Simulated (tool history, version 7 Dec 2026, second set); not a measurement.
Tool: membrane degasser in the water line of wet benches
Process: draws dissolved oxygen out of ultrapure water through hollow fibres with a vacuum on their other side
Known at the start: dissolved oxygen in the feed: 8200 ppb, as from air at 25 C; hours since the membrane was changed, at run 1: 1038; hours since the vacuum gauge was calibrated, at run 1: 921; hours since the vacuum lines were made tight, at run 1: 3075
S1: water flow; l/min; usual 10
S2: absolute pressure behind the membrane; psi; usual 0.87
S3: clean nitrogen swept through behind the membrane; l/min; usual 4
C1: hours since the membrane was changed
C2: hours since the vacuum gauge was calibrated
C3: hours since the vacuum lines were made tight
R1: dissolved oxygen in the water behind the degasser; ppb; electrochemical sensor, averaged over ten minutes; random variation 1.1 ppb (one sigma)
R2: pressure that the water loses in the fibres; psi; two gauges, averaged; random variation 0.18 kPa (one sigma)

run	hour	S1	S2	S3	C1	C2	C3	R1	R2
1	0	10	0.87	4	1038	921	3075	106.6	4.907
2	40.4	10	0.87	4	1078	961	3115	106.5	4.889
3	70.9	10	0.87	4	1109	992	3146	106.8	4.954
4	118	10	0.87	4	1156	1039	3193	105.9	4.954
5	166	10	0.87	1.97	1204	1087	3241	121.6	4.886
6	213.3	10	0.87	1.97	1251	1134	3288	123.1	4.891
7	270.9	14	0.87	4	1309	1192	3346	288.3	6.831
8	324	10	0.87	4.61	1362	1245	3399	104.5	4.952
9	358.8	10	0.991	4	1397	1280	3434	111.8	4.879
10	396.7	10	0.991	5.42	1435	1318	3472	104	4.915
11	441.8	10	0.87	4	1480	1363	3517	107.4	4.924
12	495.3	10	1.664	4	1533	1416	3570	140.9	4.841
13	559.1	10	0.87	4.25	1597	1480	3634	107.3	4.921
14	620.8	9	0.87	4	1659	1542	3696	74.9	4.415
15	662.3	9	0.87	4	1700	1583	3737	75.7	4.409
16	712.7	9	0.87	4	1751	1634	3788	75.8	4.389
17	758.9	10	0.87	8.16	1797	1680	3834	97.1	4.914
18	806.5	10	0.87	8.16	1844	1728	3882	98.6	4.911
19	867.4	10	0.569	1.69	1905	1788	3942	100.2	4.92
20	925.3	10	0.87	4.93	1963	1846	4000	104.9	4.931
21	972.3	10	0.608	4.93	2010	1893	4047	94.3	4.899
22	1007.4	7	2.173	2.43	2045	1929	4082	101.6	3.416
23	1040.5	10	0.583	10.77	2078	1962	4115	90.6	4.878
24	1087	10	1.31	10.77	2125	2008	4162	103.7	4.918
25	1152.5	10	1.31	10.77	2190	2074	4227	103.2	4.924
26	1187.3	10	1.31	10.77	2225	2108	4262	103.3	4.883
27	1235.7	10	0.988	4	2274	2157	4311	111.6	4.881
28	1285	8	0.87	2.02	2323	2206	4360	64.4	3.92
29	1341.4	8	0.87	2.02	2379	2262	4416	66.1	3.87
30	1393.8	8	0.87	2.02	2432	2315	4469	64.1	3.92
31	1430.5	11	0.918	4.2	2468	2352	4505	146.3	5.372

Forecast each of these 3 alternatives for the next run:
A	1470	8	1.685	3.94	2508	2391	4545	?	?
B	1470	11	0.918	4.28	2508	2391	4545	?	?
C	1470	12	1.168	4.2	2508	2391	4545	?	?

run	R1	R2
A	78.1	3.926
B	146.2	5.426
C	199.5	5.887
Without the tool's hidden state the same runs would have given:
run	R1	R2
A	78	3.926
B	146.1	5.424
C	199.4	5.886
